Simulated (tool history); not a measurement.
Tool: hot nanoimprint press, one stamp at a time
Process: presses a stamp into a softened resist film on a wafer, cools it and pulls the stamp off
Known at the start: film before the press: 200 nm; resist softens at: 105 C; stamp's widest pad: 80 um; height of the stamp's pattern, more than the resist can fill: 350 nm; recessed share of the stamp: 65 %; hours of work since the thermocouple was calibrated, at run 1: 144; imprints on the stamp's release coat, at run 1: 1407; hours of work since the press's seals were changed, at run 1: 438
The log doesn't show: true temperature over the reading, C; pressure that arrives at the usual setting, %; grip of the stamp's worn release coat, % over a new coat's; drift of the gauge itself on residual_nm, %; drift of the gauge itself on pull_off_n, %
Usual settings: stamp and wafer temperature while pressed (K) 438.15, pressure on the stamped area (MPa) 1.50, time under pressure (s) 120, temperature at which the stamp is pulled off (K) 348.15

run   hour  stamp and wafer temperature while pressed (K)  pressure on the stamped area (MPa)  time under pressure (s)  temperature at which the stamp is pulled off (K)  hours of work since the thermocouple was calibrated  imprints on the stamp's release coat  hours of work since the press's seals were changed  resist left under the stamp's widest pad (angstrom)  greatest force while the stamp is pulled off (N)
  1    0.0                                         438.15                                1.50                      120                                            348.15                                                  144                                  1407                                                 438                                                  940                                               215
  2   24.0                                         438.15                                1.50                      120                                            348.15                                                  154                                  1453                                                 448                                                  938                                               215
  3   45.6                                         438.15                                1.50                      120                                            348.15                                                  164                                  1495                                                 458                                                  939                                               217
  4   62.9                                         438.15                                1.50                      120                                            348.15                                                  172                                  1529                                                 466                                                  938                                               214
  5   91.9                                         438.15                                1.50                      120                                            348.15                                                  184                                  1585                                                 478                                                  941                                               214
  6  117.9                                         438.15                                1.50                      106                                            348.15                                                  196                                  1636                                                 490                                                  979                                               213
  7  146.5                                         438.15                                1.50                      120                                            340.15                                                  209                                  1692                                                 503                                                  938                                               242
     166.1  -- stamp cleaned and given a new release coat
  8  180.2                                         438.15                                1.50                      120                                            340.15                                                  221                                    27                                                 515                                                  937                                               240
  9  195.5                                         438.15                                1.50                      120                                            340.15                                                  228                                    57                                                 522                                                  937                                               241
 10  209.6                                         438.15                                1.50                      120                                            340.15                                                  234                                    85                                                 528                                                  938                                               237
 11  226.4                                         438.15                                1.50                      120                                            340.15                                                  242                                   118                                                 536                                                  940                                               241
 12  249.2                                         438.15                                1.50                      120                                            340.15                                                  252                                   162                                                 546                                                  938                                               243
 13  268.7                                         438.15                                1.26                      120                                            348.15                                                  260                                   200                                                 554                                                 1021                                               222
 14  285.3                                         438.15                                1.26                      120                                            348.15                                                  268                                   232                                                 562                                                 1022                                               212
 15  303.3                                         438.15                                1.26                      120                                            348.15                                                  276                                   267                                                 570                                                 1021                                               217
 16  316.7                                         438.15                                1.26                       67                                            354.15                                                  282                                   293                                                 576                                                 1224                                               190
 17  337.3                                         430.15                                1.26                       67                                            335.15                                                  291                                   333                                                 585                                                 1511                                               261
 18  349.5                                         438.15                                1.50                      142                                            341.15                                                  296                                   357                                                 590                                                  883                                               238
 19  371.5                                         427.15                                1.27                      198                                            335.15                                                  306                                   400                                                 600                                                 1264                                               253
     396.7  -- plate thermocouple calibrated
 20  402.7                                         438.15                                1.50                      120                                            345.15                                                    3                                   455                                                 613                                                  940                                               223
 21  425.9                                         438.15                                1.50                      116                                            348.15                                                   13                                   500                                                 623                                                  947                                               210
 22  444.1                                         438.15                                1.17                      120                                            350.15                                                   21                                   535                                                 631                                                 1051                                               207
 23  472.5                                         432.15                                1.17                      145                                            338.15                                                   34                                   591                                                 644                                                 1206                                               252
 24  487.5                                         435.15                                2.03                      145                                            335.15                                                   40                                   620                                                 650                                                  842                                               251
 25  505.5                                         438.15                                1.50                       63                                            348.15                                                   48                                   655                                                 658                                                 1157                                               214
 26  532.9                                         444.15                                1.50                       92                                            348.15                                                   61                                   708                                                 671                                                  844                                               213
     562.6  -- press's hydraulic seals changed and the load cell set to zero
 27  565.1                                         444.15                                1.50                       92                                            348.15                                                   71                                   755                                                   1                                                  841                                               215
 28  584.6                                         450.15                                1.50                      120                                            348.15                                                   80                                   793                                                  10                                                  623                                               215
 29  610.8                                         438.15                                1.50                      124                                            348.15                                                   92                                   844                                                  21                                                  931                                               216

Hidden state at the last listed run before each entry between runs and at the first one after, where it differs:
Between runs 7 and 8: stamp cleaned and given a new release coat (hour 166.1)
  grip of the stamp's worn release coat, % over a new coat's: 0.6 -> 0
Between runs 19 and 20: plate thermocouple calibrated (hour 396.7)
  true temperature over the reading, C: -0.01 -> 0
Between runs 26 and 27: press's hydraulic seals changed and the load cell set to zero (hour 562.6)
  pressure that arrives at the usual setting, %: 99.88 -> 100
